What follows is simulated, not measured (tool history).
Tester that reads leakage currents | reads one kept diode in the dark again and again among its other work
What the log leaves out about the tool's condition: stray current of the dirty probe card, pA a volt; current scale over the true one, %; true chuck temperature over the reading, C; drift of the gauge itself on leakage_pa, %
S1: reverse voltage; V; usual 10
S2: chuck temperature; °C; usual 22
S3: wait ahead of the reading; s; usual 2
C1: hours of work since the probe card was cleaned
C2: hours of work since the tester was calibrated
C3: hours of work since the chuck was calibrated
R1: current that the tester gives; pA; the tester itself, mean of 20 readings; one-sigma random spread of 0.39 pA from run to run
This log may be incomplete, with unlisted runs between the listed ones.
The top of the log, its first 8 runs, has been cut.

run	hour	S1	S2	S3	C1	C2	C3	R1
9	404.8	10	22	4.24	2720	1377	1053	126.55
# hour 416.1: chuck's temperature calibrated
# hour 424.6: probe card cleaned and baked
10	469.4	10	22	4.24	33	1421	37	125.87
11	503.2	10	22	4.24	58	1446	62	125.38
12	546.4	10	22	0.73	90	1478	94	129.01
13	609.5	10	22	3.84	137	1525	141	124.38
14	646	10	56	2	164	1552	168	1364.78
15	679.5	10	34	2	189	1577	193	307.14
16	726	10	34	2	224	1611	228	303.96
17	777.3	1.3	34	5.7	262	1649	266	114.18
18	826	1.3	48	2.18	298	1685	302	301.48
19	872	14.1	59	2.52	332	1720	336	1899.44
20	909.8	1.4	22	0.84	360	1748	364	47.3
21	964.5	7.4	58	1.22	401	1788	405	1308.44
22	1007.5	1.8	22	1.27	433	1820	437	52.74
23	1055.2	14.3	22	2	468	1855	472	144.85
24	1090.7	14.3	22	2	494	1882	498	144.16
25	1155.7	12.3	27	2.33	542	1930	547	193.63
26	1230.1	1.3	22	2	598	1985	602	44.14
27	1268.5	3.2	59	2.35	626	2014	630	908.87
28	1308.1	3.2	59	2.35	656	2043	660	900.84

What will run 29 give?
29	1363.9	1.8	25	6.12	697	2085	701	?

Run 29 produced R1 63.96 pA.
Take away the tool's hidden state, keep the run-to-run variation as it was, and the same run would have given R1 71.1 pA.
